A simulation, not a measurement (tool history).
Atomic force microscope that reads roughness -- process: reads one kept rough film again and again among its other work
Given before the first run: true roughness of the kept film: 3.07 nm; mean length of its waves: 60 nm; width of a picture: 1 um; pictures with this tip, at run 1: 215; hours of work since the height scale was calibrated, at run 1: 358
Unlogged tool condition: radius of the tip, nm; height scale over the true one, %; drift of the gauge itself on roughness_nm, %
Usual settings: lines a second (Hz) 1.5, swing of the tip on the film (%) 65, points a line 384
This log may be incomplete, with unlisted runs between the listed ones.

run	hour	lines a second (Hz)	swing of the tip on the film (%)	points a line	pictures with this tip	hours of work since the height scale was calibrated	roughness of the kept film (nm (root mean square))
1	0	1.5	65	384	215	358	2.862
2	19.6	1.5	65	678	237	367	2.873
3	36.1	1.5	65	678	256	374	2.87
4	49.4	1.5	65	678	271	381	2.843
5	58.8	1.5	65	384	282	385	2.857
6	70.8	1.5	65	384	295	390	2.861
# hour 72.6: height scale calibrated on a step standard
7	84.3	1.5	65	384	310	5	2.855
8	93.4	1.5	65	384	320	10	2.84
9	102.2	1.5	65	384	330	14	2.86

Run 10 comes next. What will it give?
10	122	2.8	65	384	352	23	?

roughness of the kept film (nm (root mean square)): 2.741
On a tool with no hidden condition, and with the same random variation, this run would have come out at roughness of the kept film (nm (root mean square)) 2.778.
